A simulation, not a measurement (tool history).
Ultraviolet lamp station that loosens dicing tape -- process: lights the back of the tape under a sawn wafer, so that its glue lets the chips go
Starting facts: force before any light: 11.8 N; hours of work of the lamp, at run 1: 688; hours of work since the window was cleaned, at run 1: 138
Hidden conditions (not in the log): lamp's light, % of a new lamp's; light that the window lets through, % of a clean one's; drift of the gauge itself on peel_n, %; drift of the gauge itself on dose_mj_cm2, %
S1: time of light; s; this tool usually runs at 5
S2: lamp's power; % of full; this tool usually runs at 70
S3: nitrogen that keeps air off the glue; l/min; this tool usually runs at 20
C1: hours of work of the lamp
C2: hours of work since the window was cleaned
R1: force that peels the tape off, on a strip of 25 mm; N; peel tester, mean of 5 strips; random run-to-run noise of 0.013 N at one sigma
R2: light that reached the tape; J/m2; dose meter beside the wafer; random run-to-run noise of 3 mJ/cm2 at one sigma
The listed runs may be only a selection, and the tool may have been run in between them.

| run | hour | S1 | S2 | S3 | C1 | C2 | R1 | R2 |
|---|---|---|---|---|---|---|---|---|
| 1 | 0.0 | 5 | 70 | 20 | 688 | 138 | 0.878 | 3720 |
| 2 | 56.3 | 5 | 64 | 20 | 728 | 178 | 1.116 | 3330 |
| 3 | 116.3 | 5 | 70 | 8 | 770 | 220 | 1.582 | 3600 |
| 4 | 217.0 | 5 | 70 | 8 | 842 | 292 | 1.649 | 3490 |
| 5 | 259.2 | 5 | 70 | 8 | 872 | 322 | 1.732 | 3480 |
| 6 | 315.1 | 5 | 70 | 8 | 911 | 361 | 1.789 | 3360 |
| 7 | 400.6 | 5 | 70 | 20 | 972 | 422 | 1.106 | 3340 |
| 8 | 485.6 | 5 | 70 | 20 | 1032 | 482 | 1.143 | 3220 |
|  | 507.2 | window cleaned of glue's vapour |
| 9 | 583.8 | 5 | 70 | 20 | 1102 | 54 | 1.036 | 3420 |
| 10 | 634.3 | 5 | 70 | 20 | 1138 | 90 | 1.075 | 3300 |
| 11 | 725.2 | 5 | 70 | 20 | 1202 | 155 | 1.103 | 3260 |
| 12 | 808.1 | 5 | 70 | 20 | 1261 | 214 | 1.198 | 3190 |
| 13 | 868.6 | 5 | 70 | 20 | 1304 | 257 | 1.235 | 3080 |
| 14 | 960.0 | 5 | 70 | 20 | 1369 | 321 | 1.283 | 3080 |
| 15 | 1050.2 | 5 | 70 | 20 | 1433 | 385 | 1.303 | 2950 |
| 16 | 1096.1 | 5 | 70 | 20 | 1465 | 418 | 1.436 | 2990 |
| 17 | 1151.8 | 5 | 70 | 20 | 1505 | 457 | 1.446 | 2860 |
|  | 1208.6 | window cleaned of glue's vapour |
| 18 | 1227.0 | 5 | 70 | 20 | 1558 | 13 | 1.383 | 3040 |
| 19 | 1328.7 | 5 | 70 | 20 | 1630 | 85 | 1.406 | 2940 |
| 20 | 1404.5 | 5 | 70 | 20 | 1684 | 139 | 1.492 | 2850 |
| 21 | 1452.5 | 5 | 70 | 20 | 1718 | 173 | 1.512 | 2890 |
| 22 | 1504.3 | 5 | 70 | 20 | 1755 | 210 | 1.557 | 2780 |
| 23 | 1560.1 | 8 | 70 | 8 | 1794 | 249 | 1.057 | 4320 |
| 24 | 1606.7 | 3 | 70 | 10 | 1827 | 283 | 4.285 | 1620 |
| 25 | 1685.1 | 3 | 72 | 40 | 1883 | 338 | 2.897 | 1610 |
|  | 1695.1 | lamp changed |
| 26 | 1774.0 | 3 | 72 | 40 | 56 | 401 | 1.407 | 2560 |
| 27 | 1864.9 | 3 | 70 | 20 | 121 | 465 | 2.034 | 2380 |
|  | 1906.1 | window cleaned of glue's vapour |
| 28 | 1955.8 | 4 | 70 | 20 | 185 | 35 | 1.075 | 3380 |
| 29 | 2048.7 | 9 | 64 | 37 | 251 | 101 | 0.253 | 6780 |
| 30 | 2114.3 | 4 | 81 | 17 | 297 | 148 | 0.932 | 3680 |
| 31 | 2193.1 | 3 | 81 | 26 | 353 | 204 | 1.396 | 2750 |
| 32 | 2240.4 | 5 | 61 | 19 | 387 | 237 | 1.049 | 3400 |
| 33 | 2295.5 | 5 | 81 | 27 | 426 | 276 | 0.507 | 4480 |
| 34 | 2376.7 | 5 | 99 | 20 | 483 | 334 | 0.426 | 5420 |
| 35 | 2454.6 | 5 | 99 | 20 | 539 | 389 | 0.430 | 5220 |
| 36 | 2548.2 | 5 | 99 | 20 | 605 | 456 | 0.443 | 5180 |
| 37 | 2594.2 | 5 | 64 | 12 | 638 | 488 | 1.581 | 3260 |
|  | 2604.0 | window cleaned of glue's vapour |
| 38 | 2672.2 | 4 | 69 | 14 | 693 | 48 | 1.672 | 3020 |
| 39 | 2718.7 | 2 | 70 | 17 | 726 | 81 | 3.989 | 1520 |
| 40 | 2773.8 | 5 | 87 | 24 | 765 | 120 | 0.505 | 4570 |
| 41 | 2865.5 | 5 | 63 | 24 | 830 | 186 | 1.044 | 3230 |
| 42 | 2952.8 | 5 | 61 | 21 | 892 | 248 | 1.247 | 3110 |

Results per run with the tool's hidden condition removed, run-to-run variation unchanged:
| run | R1 | R2 |
|---|---|---|
| 1 | 0.582 | 4480 |
| 2 | 0.726 | 4060 |
| 3 | 1.035 | 4460 |
| 4 | 1.027 | 4450 |
| 5 | 1.057 | 4480 |
| 6 | 1.063 | 4410 |
| 7 | 0.581 | 4490 |
| 8 | 0.570 | 4440 |
| 9 | 0.575 | 4470 |
| 10 | 0.586 | 4390 |
| 11 | 0.569 | 4430 |
| 12 | 0.593 | 4430 |
| 13 | 0.588 | 4370 |
| 14 | 0.578 | 4460 |
| 15 | 0.561 | 4410 |
| 16 | 0.606 | 4510 |
| 17 | 0.586 | 4410 |
| 18 | 0.610 | 4460 |
| 19 | 0.589 | 4450 |
| 20 | 0.602 | 4410 |
| 21 | 0.588 | 4510 |
| 22 | 0.587 | 4440 |
| 23 | 0.376 | 7040 |
| 24 | 2.315 | 2680 |
| 25 | 1.185 | 2740 |
| 26 | 1.203 | 2770 |
| 27 | 1.703 | 2640 |
| 28 | 0.955 | 3570 |
| 29 | 0.242 | 7330 |
| 30 | 0.758 | 4060 |
| 31 | 1.109 | 3080 |
| 32 | 0.802 | 3860 |
| 33 | 0.387 | 5150 |
| 34 | 0.329 | 6360 |
| 35 | 0.317 | 6260 |
| 36 | 0.310 | 6360 |
| 37 | 1.025 | 4060 |
| 38 | 1.230 | 3540 |
| 39 | 3.281 | 1800 |
| 40 | 0.352 | 5510 |
| 41 | 0.663 | 3990 |
| 42 | 0.759 | 3930 |
